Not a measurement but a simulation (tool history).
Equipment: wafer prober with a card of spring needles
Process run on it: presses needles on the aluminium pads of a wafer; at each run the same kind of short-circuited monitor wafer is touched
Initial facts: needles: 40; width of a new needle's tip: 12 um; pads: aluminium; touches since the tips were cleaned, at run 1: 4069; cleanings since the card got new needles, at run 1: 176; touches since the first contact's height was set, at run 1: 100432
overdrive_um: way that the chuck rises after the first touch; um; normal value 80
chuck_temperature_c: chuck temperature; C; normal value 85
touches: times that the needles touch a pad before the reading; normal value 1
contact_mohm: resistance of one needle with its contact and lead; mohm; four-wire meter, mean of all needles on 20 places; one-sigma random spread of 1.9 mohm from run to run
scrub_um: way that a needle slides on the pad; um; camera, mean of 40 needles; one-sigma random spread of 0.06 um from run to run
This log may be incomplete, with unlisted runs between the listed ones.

run    hour  overdrive_um  chuck_temperature_c  touches  touches since the tips were cleaned  cleanings since the card got new needles  touches since the first contact's height was set  contact_mohm  scrub_um
  1       0            80                   85        1                                 4069                                       176                                            100432           285     11.58
        2.9  -- tips cleaned on abrasive film
       16.8  -- tips cleaned on abrasive film
       30.9  -- tips cleaned on abrasive film
  2    31.5            80                   85        1                                  270                                       179                                            114337           224     11.58
       42.9  -- tips cleaned on abrasive film
       54.2  -- tips cleaned on abrasive film
       68.4  -- tips cleaned on abrasive film
       79.7  -- tips cleaned on abrasive film
  3    84.3            80                   85        2                                 2048                                       183                                            137646           246     11.53
       92.8  -- tips cleaned on abrasive film
        107  -- tips cleaned on abrasive film
        121  -- tips cleaned on abrasive film
      132.4  -- tips cleaned on abrasive film
  4   136.7            80                   85        2                                 1939                                       187                                            160808           238     11.57
      145.3  -- tips cleaned on abrasive film
      156.6  -- tips cleaned on abrasive film
      170.8  -- tips cleaned on abrasive film
  5   171.9            80                   85        2                                  512                                       190                                            176337           220     11.53
      183.2  -- tips cleaned on abrasive film
      194.6  -- tips cleaned on abrasive film
      208.7  -- tips cleaned on abrasive film
  6   210.1            80                   85        2                                  617                                       193                                            193200           221     11.41
      221.4  -- tips cleaned on abrasive film
      232.8  -- tips cleaned on abrasive film
  7   240.4            80                   85        1                                 3401                                       195                                            206614           284     11.37
      246.1  -- tips cleaned on abrasive film
      257.5  -- tips cleaned on abrasive film
      268.9  -- height of the first contact set anew
      271.8  -- tips cleaned on abrasive film
  8   273.7            94                   85        1                                  836                                       198                                              2087           229     13.81
        285  -- tips cleaned on abrasive film
      299.2  -- tips cleaned on abrasive film
      310.5  -- tips cleaned on abrasive film
      321.9  -- tips cleaned on abrasive film
      333.2  -- tips cleaned on abrasive film
  9   335.1            94                   85        1                                  846                                       203                                             29213           226     13.79
      346.5  -- tips cleaned on abrasive film
      357.8  -- tips cleaned on abrasive film
      369.2  -- tips cleaned on abrasive film
      383.2  -- tips cleaned on abrasive film
 10     389            94                   85        1                                 2579                                       207                                             53030           251     13.82
      394.8  -- tips cleaned on abrasive film
      406.1  -- tips cleaned on abrasive film
      417.4  -- tips cleaned on abrasive film
      430.4  -- tips cleaned on abrasive film
 11   430.4            80                   85        3                                    0                                       211                                             71284           212     11.66
      441.8  -- tips cleaned on abrasive film
      455.8  -- tips cleaned on abrasive film
        470  -- tips cleaned on abrasive film
 12   471.5            80                   85        3                                  693                                       214                                             89431           218     11.62
      482.9  -- tips cleaned on abrasive film
      496.9  -- tips cleaned on abrasive film
 13   507.1            80                   85        3                                 4556                                       216                                            105198           242     11.61
        510  -- tips cleaned on abrasive film
      521.4  -- tips cleaned on abrasive film
      532.7  -- tips cleaned on abrasive film
      546.9  -- tips cleaned on abrasive film
      560.7  -- tips cleaned on abrasive film
 14   560.7            80                   85        3                                    0                                       221                                            128842           216     11.55
      572.1  -- tips cleaned on abrasive film
      586.3  -- tips cleaned on abrasive film
      600.3  -- tips cleaned on abrasive film
      614.4  -- tips cleaned on abrasive film
 15     622            76                   85        2                                 3371                                       225                                            155924           263     10.93
      627.7  -- tips cleaned on abrasive film
      641.8  -- tips cleaned on abrasive film
        656  -- tips cleaned on abrasive film
      667.3  -- tips cleaned on abrasive film
      678.7  -- tips cleaned on abrasive film
 16   679.3            76                   85        2                                  279                                       230                                            181222           227     10.82
      690.7  -- tips cleaned on abrasive film
      704.7  -- tips cleaned on abrasive film
      716.1  -- tips cleaned on abrasive film
      727.4  -- tips cleaned on abrasive film
 17   736.1            80                   27        1                                 3863                                       234                                            206315           288     11.48
        739  -- tips cleaned on abrasive film
      753.1  -- tips cleaned on abrasive film
      764.7  -- height of the first contact set anew
      767.6  -- tips cleaned on abrasive film
      781.8  -- tips cleaned on abrasive film
      793.1  -- tips cleaned on abrasive film
 18   796.4            80                   27        1                                 1458                                       239                                             13973           245     11.68
      804.9  -- tips cleaned on abrasive film
        819  -- tips cleaned on abrasive film
        833  -- tips cleaned on abrasive film
      844.7  -- tips cleaned on abrasive film
 19   844.7            80                   27        1                                    0                                       243                                             35317           209     11.69
      858.8  -- tips cleaned on abrasive film
      870.1  -- tips cleaned on abrasive film
      881.5  -- tips cleaned on abrasive film
      892.8  -- tips cleaned on abrasive film
      904.2  -- tips cleaned on abrasive film
 20   904.8            80                   27        1                                  279                                       248                                             61837           217     11.66
      916.1  -- tips cleaned on abrasive film
      930.3  -- tips cleaned on abrasive film
      941.6  -- tips cleaned on abrasive film
        953  -- tips cleaned on abrasive film
 21     960            80                   28        1                                 3120                                       252                                             86220           276     11.59
      965.7  -- tips cleaned on abrasive film
        977  -- tips cleaned on abrasive film
      988.4  -- tips cleaned on abrasive film
 22   994.2            75                   46        1                                 2605                                       255                                            101340           292     10.93
       1000  -- tips cleaned on abrasive film
     1014.1  -- tips cleaned on abrasive film
     1025.5  -- tips cleaned on abrasive film
     1039.6  -- tips cleaned on abrasive film
     1053.8  -- tips cleaned on abrasive film
 23  1057.1            80                   34        3                                 1496                                       260                                            129121           218      11.5
     1065.7  -- tips cleaned on abrasive film
     1079.8  -- tips cleaned on abrasive film
     1091.2  -- tips cleaned on abrasive film
     1102.5  -- tips cleaned on abrasive film
 24  1104.9            80                   34        3                                 1076                                       264                                            150221           215     11.45
     1116.3  -- tips cleaned on abrasive film
     1127.6  -- tips cleaned on abrasive film
     1140.8  -- tips cleaned on abrasive film
 25  1140.8            80                   34        3                                    0                                       267                                            166046           201     11.53
     1152.1  -- tips cleaned on abrasive film
     1163.5  -- tips cleaned on abrasive film
     1174.8  -- tips cleaned on abrasive film
     1186.8  -- card fitted with new needles
     1198.2  -- tips cleaned on abrasive film
     1209.5  -- tips cleaned on abrasive film
 26  1217.2            77                   51        1                                 3399                                         2                                             13411           249     11.41

Hidden condition of the tool, last listed run before each entry between runs versus first listed run after:
Runs 1 to 2: tips cleaned on abrasive film (hour 2.9); tips cleaned on abrasive film (hour 16.8); tips cleaned on abrasive film (hour 30.9)
  debris on the tips, nm: 78.9 -> 15.7; way that the needles fall short of the set height, um: 1.2 -> 1.42; tips' diameter, um: 15.9 -> 15.98
  what was measured, less what the result would be without the hidden state, contact_mohm: +78 -> +18 mohm; scrub_um: -0.18 -> -0.21 um
Runs 2 to 3: tips cleaned on abrasive film (hour 42.9); tips cleaned on abrasive film (hour 54.2); tips cleaned on abrasive film (hour 68.4); tips cleaned on abrasive film (hour 79.7)
  debris on the tips, nm: 15.7 -> 59.3; way that the needles fall short of the set height, um: 1.42 -> 1.67; tips' diameter, um: 15.98 -> 16.07
  what was measured, less what the result would be without the hidden state, contact_mohm: +18 -> +38 mohm; scrub_um: -0.21 -> -0.25 um
Runs 3 to 4: tips cleaned on abrasive film (hour 92.8); tips cleaned on abrasive film (hour 107); tips cleaned on abrasive film (hour 121); tips cleaned on abrasive film (hour 132.4)
  debris on the tips, nm: 59.3 -> 52.1; way that the needles fall short of the set height, um: 1.67 -> 1.93; tips' diameter, um: 16.07 -> 16.16
  what was measured, less what the result would be without the hidden state, contact_mohm: +38 -> +34 mohm; scrub_um: -0.25 -> -0.29 um
Runs 4 to 5: tips cleaned on abrasive film (hour 145.3); tips cleaned on abrasive film (hour 156.6); tips cleaned on abrasive film (hour 170.8)
  debris on the tips, nm: 52.1 -> 23.8; way that the needles fall short of the set height, um: 1.93 -> 2.11; tips' diameter, um: 16.16 -> 16.22
  what was measured, less what the result would be without the hidden state, contact_mohm: +34 -> +18 mohm; scrub_um: -0.29 -> -0.32 um
Runs 5 to 6: tips cleaned on abrasive film (hour 183.2); tips cleaned on abrasive film (hour 194.6); tips cleaned on abrasive film (hour 208.7)
  debris on the tips, nm: 23.8 -> 21.5; way that the needles fall short of the set height, um: 2.11 -> 2.31; tips' diameter, um: 16.22 -> 16.29
  what was measured, less what the result would be without the hidden state, contact_mohm: +18 -> +17 mohm; scrub_um: -0.32 -> -0.34 um
Runs 6 to 7: tips cleaned on abrasive film (hour 221.4); tips cleaned on abrasive film (hour 232.8)
  debris on the tips, nm: 21.5 -> 71.7; way that the needles fall short of the set height, um: 2.31 -> 2.45; tips' diameter, um: 16.29 -> 16.34
  what was measured, less what the result would be without the hidden state, contact_mohm: +17 -> +77 mohm; scrub_um: -0.34 -> -0.36 um
Runs 7 to 8: tips cleaned on abrasive film (hour 246.1); tips cleaned on abrasive film (hour 257.5); height of the first contact set anew (hour 268.9); tips cleaned on abrasive film (hour 271.8)
  debris on the tips, nm: 71.7 -> 29.4; way that the needles fall short of the set height, um: 2.45 -> 0.08; tips' diameter, um: 16.34 -> 16.42
  what was measured, less what the result would be without the hidden state, contact_mohm: +77 -> +23 mohm; scrub_um: -0.36 -> -0.01 um
Runs 8 to 9: tips cleaned on abrasive film (hour 285); tips cleaned on abrasive film (hour 299.2); tips cleaned on abrasive film (hour 310.5); tips cleaned on abrasive film (hour 321.9); tips cleaned on abrasive film (hour 333.2)
  debris on the tips, nm: 29.4 -> 27.8; way that the needles fall short of the set height, um: 0.08 -> 0.38; tips' diameter, um: 16.42 -> 16.53
  what was measured, less what the result would be without the hidden state, contact_mohm: +23 -> +21 mohm; scrub_um: -0.01 -> -0.05 um
Runs 9 to 10: tips cleaned on abrasive film (hour 346.5); tips cleaned on abrasive film (hour 357.8); tips cleaned on abrasive film (hour 369.2); tips cleaned on abrasive film (hour 383.2)
  debris on the tips, nm: 27.8 -> 63.3; way that the needles fall short of the set height, um: 0.38 -> 0.61; tips' diameter, um: 16.53 -> 16.61
  what was measured, less what the result would be without the hidden state, contact_mohm: +21 -> +48 mohm; scrub_um: -0.05 -> -0.09 um
Runs 10 to 11: tips cleaned on abrasive film (hour 394.8); tips cleaned on abrasive film (hour 406.1); tips cleaned on abrasive film (hour 417.4); tips cleaned on abrasive film (hour 430.4)
  debris on the tips, nm: 63.3 -> 8.3; way that the needles fall short of the set height, um: 0.61 -> 0.85; tips' diameter, um: 16.61 -> 16.69
  what was measured, less what the result would be without the hidden state, contact_mohm: +48 -> +7 mohm; scrub_um: -0.09 -> -0.13 um
Runs 11 to 12: tips cleaned on abrasive film (hour 441.8); tips cleaned on abrasive film (hour 455.8); tips cleaned on abrasive film (hour 470)
  debris on the tips, nm: 8.3 -> 24.1; way that the needles fall short of the set height, um: 0.85 -> 1.04; tips' diameter, um: 16.69 -> 16.76
  what was measured, less what the result would be without the hidden state, contact_mohm: +7 -> +13 mohm; scrub_um: -0.13 -> -0.16 um
Runs 12 to 13: tips cleaned on abrasive film (hour 482.9); tips cleaned on abrasive film (hour 496.9)
  debris on the tips, nm: 24.1 -> 85.4; way that the needles fall short of the set height, um: 1.04 -> 1.16; tips' diameter, um: 16.76 -> 16.8
  what was measured, less what the result would be without the hidden state, contact_mohm: +13 -> +36 mohm; scrub_um: -0.16 -> -0.17 um
Runs 13 to 14: tips cleaned on abrasive film (hour 510); tips cleaned on abrasive film (hour 521.4); tips cleaned on abrasive film (hour 532.7); tips cleaned on abrasive film (hour 546.9); tips cleaned on abrasive film (hour 560.7)
  debris on the tips, nm: 85.4 -> 9.2; way that the needles fall short of the set height, um: 1.16 -> 1.47; tips' diameter, um: 16.8 -> 16.91
  what was measured, less what the result would be without the hidden state, contact_mohm: +36 -> +7 mohm; scrub_um: -0.17 -> -0.22 um
Runs 14 to 15: tips cleaned on abrasive film (hour 572.1); tips cleaned on abrasive film (hour 586.3); tips cleaned on abrasive film (hour 600.3); tips cleaned on abrasive film (hour 614.4)
  debris on the tips, nm: 9.2 -> 75; way that the needles fall short of the set height, um: 1.47 -> 1.73; tips' diameter, um: 16.91 -> 17
  what was measured, less what the result would be without the hidden state, contact_mohm: +7 -> +58 mohm; scrub_um: -0.22 -> -0.26 um
Runs 15 to 16: tips cleaned on abrasive film (hour 627.7); tips cleaned on abrasive film (hour 641.8); tips cleaned on abrasive film (hour 656); tips cleaned on abrasive film (hour 667.3); tips cleaned on abrasive film (hour 678.7)
  debris on the tips, nm: 75 -> 17.8; way that the needles fall short of the set height, um: 1.73 -> 2.08; tips' diameter, um: 17 -> 17.12
  what was measured, less what the result would be without the hidden state, contact_mohm: +58 -> +18 mohm; scrub_um: -0.26 -> -0.31 um
Runs 16 to 17: tips cleaned on abrasive film (hour 690.7); tips cleaned on abrasive film (hour 704.7); tips cleaned on abrasive film (hour 716.1); tips cleaned on abrasive film (hour 727.4)
  debris on the tips, nm: 17.8 -> 75.3; way that the needles fall short of the set height, um: 2.08 -> 2.34; tips' diameter, um: 17.12 -> 17.21
  what was measured, less what the result would be without the hidden state, contact_mohm: +18 -> +96 mohm; scrub_um: -0.31 -> -0.35 um
Runs 17 to 18: tips cleaned on abrasive film (hour 739); tips cleaned on abrasive film (hour 753.1); height of the first contact set anew (hour 764.7); tips cleaned on abrasive film (hour 767.6); tips cleaned on abrasive film (hour 781.8); tips cleaned on abrasive film (hour 793.1)
  debris on the tips, nm: 75.3 -> 42.2; way that the needles fall short of the set height, um: 2.34 -> 0.19; tips' diameter, um: 17.21 -> 17.33
  what was measured, less what the result would be without the hidden state, contact_mohm: +96 -> +54 mohm; scrub_um: -0.35 -> -0.02 um
Runs 18 to 19: tips cleaned on abrasive film (hour 804.9); tips cleaned on abrasive film (hour 819); tips cleaned on abrasive film (hour 833); tips cleaned on abrasive film (hour 844.7)
  debris on the tips, nm: 42.2 -> 9.7; way that the needles fall short of the set height, um: 0.19 -> 0.42; tips' diameter, um: 17.33 -> 17.41
  what was measured, less what the result would be without the hidden state, contact_mohm: +54 -> +16 mohm; scrub_um: -0.02 -> -0.06 um
Runs 19 to 20: tips cleaned on abrasive film (hour 858.8); tips cleaned on abrasive film (hour 870.1); tips cleaned on abrasive film (hour 881.5); tips cleaned on abrasive film (hour 892.8); tips cleaned on abrasive film (hour 904.2)
  debris on the tips, nm: 9.7 -> 17.3; way that the needles fall short of the set height, um: 0.42 -> 0.75; tips' diameter, um: 17.41 -> 17.52
  what was measured, less what the result would be without the hidden state, contact_mohm: +16 -> +26 mohm; scrub_um: -0.06 -> -0.11 um
Runs 20 to 21: tips cleaned on abrasive film (hour 916.1); tips cleaned on abrasive film (hour 930.3); tips cleaned on abrasive film (hour 941.6); tips cleaned on abrasive film (hour 953)
  debris on the tips, nm: 17.3 -> 66.2; way that the needles fall short of the set height, um: 0.75 -> 1.02; tips' diameter, um: 17.52 -> 17.62
  what was measured, less what the result would be without the hidden state, contact_mohm: +26 -> +85 mohm; scrub_um: -0.11 -> -0.15 um
Runs 21 to 22: tips cleaned on abrasive film (hour 965.7); tips cleaned on abrasive film (hour 977); tips cleaned on abrasive film (hour 988.4)
  debris on the tips, nm: 66.2 -> 64.6; way that the needles fall short of the set height, um: 1.02 -> 1.23; tips' diameter, um: 17.62 -> 17.69
  what was measured, less what the result would be without the hidden state, contact_mohm: +85 -> +93 mohm; scrub_um: -0.15 -> -0.18 um
Runs 22 to 23: tips cleaned on abrasive film (hour 1000); tips cleaned on abrasive film (hour 1014.1); tips cleaned on abrasive film (hour 1025.5); tips cleaned on abrasive film (hour 1039.6); tips cleaned on abrasive film (hour 1053.8)
  debris on the tips, nm: 64.6 -> 47.8; way that the needles fall short of the set height, um: 1.23 -> 1.51; tips' diameter, um: 17.69 -> 17.79
  what was measured, less what the result would be without the hidden state, contact_mohm: +93 -> +26 mohm; scrub_um: -0.18 -> -0.22 um
Runs 23 to 24: tips cleaned on abrasive film (hour 1065.7); tips cleaned on abrasive film (hour 1079.8); tips cleaned on abrasive film (hour 1091.2); tips cleaned on abrasive film (hour 1102.5)
  debris on the tips, nm: 47.8 -> 35.1; way that the needles fall short of the set height, um: 1.51 -> 1.78; tips' diameter, um: 17.79 -> 17.88
  what was measured, less what the result would be without the hidden state, contact_mohm: +26 -> +21 mohm; scrub_um: -0.22 -> -0.26 um
Runs 24 to 25: tips cleaned on abrasive film (hour 1116.3); tips cleaned on abrasive film (hour 1127.6); tips cleaned on abrasive film (hour 1140.8)
  debris on the tips, nm: 35.1 -> 9.3; way that the needles fall short of the set height, um: 1.78 -> 1.98; tips' diameter, um: 17.88 -> 17.95
  what was measured, less what the result would be without the hidden state, contact_mohm: +21 -> +9 mohm; scrub_um: -0.26 -> -0.29 um
Runs 25 to 26: tips cleaned on abrasive film (hour 1152.1); tips cleaned on abrasive film (hour 1163.5); tips cleaned on abrasive film (hour 1174.8); card fitted with new needles (hour 1186.8); tips cleaned on abrasive film (hour 1198.2); tips cleaned on abrasive film (hour 1209.5)
  debris on the tips, nm: 9.3 -> 67.5; way that the needles fall short of the set height, um: 1.98 -> 0.11; tips' diameter, um: 17.95 -> 12.04
  what was measured, less what the result would be without the hidden state, contact_mohm: +9 -> +50 mohm; scrub_um: -0.29 -> -0.02 um
